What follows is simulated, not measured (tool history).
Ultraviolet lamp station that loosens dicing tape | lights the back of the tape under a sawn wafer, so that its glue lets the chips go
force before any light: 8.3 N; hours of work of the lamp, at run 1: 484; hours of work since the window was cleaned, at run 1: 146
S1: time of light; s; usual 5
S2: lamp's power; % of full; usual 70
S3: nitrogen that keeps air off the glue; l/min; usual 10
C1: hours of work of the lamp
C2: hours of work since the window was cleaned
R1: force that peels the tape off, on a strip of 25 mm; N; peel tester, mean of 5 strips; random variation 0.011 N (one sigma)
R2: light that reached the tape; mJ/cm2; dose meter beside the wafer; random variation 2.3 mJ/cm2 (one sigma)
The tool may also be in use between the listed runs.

run,hour,S1,S2,S3,C1,C2,R1,R2
1,0.0,5,70,10,484,146,0.798,162
2,8.6,5,70,10,490,153,0.832,162
3,20.1,5,70,10,499,162,0.823,157
4,33.3,5,70,10,509,171,0.868,156
5,49.6,5,70,10,521,184,0.860,158
6,56.3,5,70,12,526,189,0.777,159
7,65.1,5,70,12,533,195,0.764,154
8,73.2,5,70,12,539,201,0.782,156
9,88.0,5,70,12,550,213,0.801,151
10,100.2,5,70,12,559,222,0.808,147
11,115.0,5,70,5,570,233,1.578,151
12,123.6,5,70,5,576,239,1.626,147
# hour 137.6: window cleaned of glue's vapour
13,139.2,5,70,5,588,1,1.269,173
14,150.1,5,70,10,596,9,0.753,169
15,159.1,5,70,10,603,16,0.775,169
16,167.8,4,71,8,609,23,1.292,133
17,182.7,4,71,8,621,34,1.354,132
18,195.8,6,91,3,630,44,0.917,255
19,212.2,7,67,3,643,56,1.248,216
20,221.1,4,76,14,649,63,0.868,137
21,235.2,4,82,10,660,73,0.988,151
22,248.9,4,70,10,670,84,1.283,129
23,258.1,8,70,11,677,90,0.361,248
24,266.8,8,70,11,684,97,0.365,247
25,274.8,5,95,4,690,103,1.048,208
26,283.7,5,96,4,696,110,1.016,210
27,297.0,5,96,4,706,120,1.043,209
28,310.0,3,96,4,716,129,2.212,121
29,316.9,3,96,4,721,135,2.262,124

Forecast each of these 5 alternatives for the next run:
A,332.9,4,70,17,733,147,?,?
B,332.9,5,70,4,733,147,?,?
C,332.9,4,96,4,733,147,?,?
D,332.9,4,63,7,733,147,?,?
E,332.9,5,70,4,733,147,?,?

run,R1,R2
A,1.023,118
B,1.861,147
C,1.623,163
D,2.064,103
E,1.846,151
Without the tool's hidden state the same runs would have given:
run,R1,R2
A,0.514,171
B,1.023,214
C,0.858,237
D,1.171,152
E,1.011,219
